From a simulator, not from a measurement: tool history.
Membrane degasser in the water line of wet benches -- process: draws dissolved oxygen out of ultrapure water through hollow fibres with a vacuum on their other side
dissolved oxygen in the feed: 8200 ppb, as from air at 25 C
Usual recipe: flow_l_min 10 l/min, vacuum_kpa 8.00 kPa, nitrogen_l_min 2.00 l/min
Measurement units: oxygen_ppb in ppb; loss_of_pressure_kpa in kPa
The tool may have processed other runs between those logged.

{"run": 1, "hour": 0.0, "flow_l_min": 10, "vacuum_kpa": 8.0, "nitrogen_l_min": 2.0, "oxygen_ppb": 91.6, "loss_of_pressure_kpa": 41.25}
{"run": 2, "hour": 226.6, "flow_l_min": 10, "vacuum_kpa": 8.0, "nitrogen_l_min": 2.0, "oxygen_ppb": 90.2, "loss_of_pressure_kpa": 40.92}
{"run": 3, "hour": 360.5, "flow_l_min": 10, "vacuum_kpa": 8.0, "nitrogen_l_min": 2.0, "oxygen_ppb": 89.1, "loss_of_pressure_kpa": 40.96}
{"run": 4, "hour": 512.3, "flow_l_min": 10, "vacuum_kpa": 8.0, "nitrogen_l_min": 2.0, "oxygen_ppb": 89.5, "loss_of_pressure_kpa": 41.27}
{"run": 5, "hour": 795.6, "flow_l_min": 10, "vacuum_kpa": 10.75, "nitrogen_l_min": 2.0, "oxygen_ppb": 123.9, "loss_of_pressure_kpa": 41.36}
{"run": 6, "hour": 948.9, "flow_l_min": 10, "vacuum_kpa": 8.0, "nitrogen_l_min": 2.0, "oxygen_ppb": 89.6, "loss_of_pressure_kpa": 40.73}
{"run": 7, "hour": 1157.9, "flow_l_min": 10, "vacuum_kpa": 8.0, "nitrogen_l_min": 2.0, "oxygen_ppb": 89.1, "loss_of_pressure_kpa": 41.23}
{"run": 8, "hour": 1352.3, "flow_l_min": 10, "vacuum_kpa": 8.0, "nitrogen_l_min": 0.94, "oxygen_ppb": 149.8, "loss_of_pressure_kpa": 41.14}
{"run": 9, "hour": 1592.6, "flow_l_min": 10, "vacuum_kpa": 8.0, "nitrogen_l_min": 0.94, "oxygen_ppb": 149.3, "loss_of_pressure_kpa": 41.33}
{"run": 10, "hour": 1771.5, "flow_l_min": 14, "vacuum_kpa": 8.0, "nitrogen_l_min": 0.94, "oxygen_ppb": 257.8, "loss_of_pressure_kpa": 57.77}
{"run": 11, "hour": 1932.1, "flow_l_min": 14, "vacuum_kpa": 18.06, "nitrogen_l_min": 0.94, "oxygen_ppb": 575.5, "loss_of_pressure_kpa": 57.54}
{"run": 12, "hour": 2110.7, "flow_l_min": 14, "vacuum_kpa": 7.12, "nitrogen_l_min": 0.94, "oxygen_ppb": 228.8, "loss_of_pressure_kpa": 57.19}
{"run": 13, "hour": 2395.9, "flow_l_min": 10, "vacuum_kpa": 8.0, "nitrogen_l_min": 0.89, "oxygen_ppb": 156.1, "loss_of_pressure_kpa": 41.26}
{"run": 14, "hour": 2650.8, "flow_l_min": 7, "vacuum_kpa": 8.0, "nitrogen_l_min": 2.0, "oxygen_ppb": 47.5, "loss_of_pressure_kpa": 28.61}
{"run": 15, "hour": 2935.8, "flow_l_min": 7, "vacuum_kpa": 8.0, "nitrogen_l_min": 2.0, "oxygen_ppb": 46.7, "loss_of_pressure_kpa": 28.77}
{"run": 16, "hour": 3172.7, "flow_l_min": 16, "vacuum_kpa": 8.0, "nitrogen_l_min": 2.0, "oxygen_ppb": 235.1, "loss_of_pressure_kpa": 65.98}
{"run": 17, "hour": 3444.7, "flow_l_min": 10, "vacuum_kpa": 10.64, "nitrogen_l_min": 3.28, "oxygen_ppb": 86.0, "loss_of_pressure_kpa": 41.35}
{"run": 18, "hour": 3736.9, "flow_l_min": 7, "vacuum_kpa": 15.92, "nitrogen_l_min": 4.81, "oxygen_ppb": 53.4, "loss_of_pressure_kpa": 28.75}
{"run": 19, "hour": 3881.6, "flow_l_min": 7, "vacuum_kpa": 15.92, "nitrogen_l_min": 4.81, "oxygen_ppb": 53.1, "loss_of_pressure_kpa": 28.45}
{"run": 20, "hour": 4130.1, "flow_l_min": 9, "vacuum_kpa": 7.08, "nitrogen_l_min": 2.47, "oxygen_ppb": 54.8, "loss_of_pressure_kpa": 37.3}
{"run": 21, "hour": 4444.7, "flow_l_min": 9, "vacuum_kpa": 7.08, "nitrogen_l_min": 2.47, "oxygen_ppb": 55.3, "loss_of_pressure_kpa": 36.74}
{"run": 22, "hour": 4591.0, "flow_l_min": 13, "vacuum_kpa": 7.08, "nitrogen_l_min": 2.99, "oxygen_ppb": 119.7, "loss_of_pressure_kpa": 53.83}
{"run": 23, "hour": 4718.2, "flow_l_min": 12, "vacuum_kpa": 7.08, "nitrogen_l_min": 2.5, "oxygen_ppb": 108.6, "loss_of_pressure_kpa": 49.11}
{"run": 24, "hour": 4972.1, "flow_l_min": 12, "vacuum_kpa": 7.08, "nitrogen_l_min": 2.5, "oxygen_ppb": 106.0, "loss_of_pressure_kpa": 49.14}
{"run": 25, "hour": 5272.2, "flow_l_min": 12, "vacuum_kpa": 9.99, "nitrogen_l_min": 1.29, "oxygen_ppb": 208.3, "loss_of_pressure_kpa": 49.71}
{"run": 26, "hour": 5441.2, "flow_l_min": 10, "vacuum_kpa": 16.2, "nitrogen_l_min": 3.86, "oxygen_ppb": 114.4, "loss_of_pressure_kpa": 41.33}
{"run": 27, "hour": 5600.0, "flow_l_min": 10, "vacuum_kpa": 16.2, "nitrogen_l_min": 3.86, "oxygen_ppb": 112.4, "loss_of_pressure_kpa": 41.1}
{"run": 28, "hour": 5890.0, "flow_l_min": 15, "vacuum_kpa": 16.93, "nitrogen_l_min": 3.86, "oxygen_ppb": 251.6, "loss_of_pressure_kpa": 61.57}
{"run": 29, "hour": 6075.8, "flow_l_min": 12, "vacuum_kpa": 16.93, "nitrogen_l_min": 5.92, "oxygen_ppb": 128.9, "loss_of_pressure_kpa": 49.32}
{"run": 30, "hour": 6231.9, "flow_l_min": 10, "vacuum_kpa": 10.07, "nitrogen_l_min": 1.54, "oxygen_ppb": 139.5, "loss_of_pressure_kpa": 41.28}
{"run": 31, "hour": 6359.2, "flow_l_min": 10, "vacuum_kpa": 10.07, "nitrogen_l_min": 1.54, "oxygen_ppb": 137.5, "loss_of_pressure_kpa": 41.47}

Not shown: 1 entry that the log had between the listed runs. Between which runs, and how does the tool's hidden state differ before and after?
From run 13 to run 14: vacuum gauge calibrated (hour 2421.2)
  no hidden state differs between the two runs
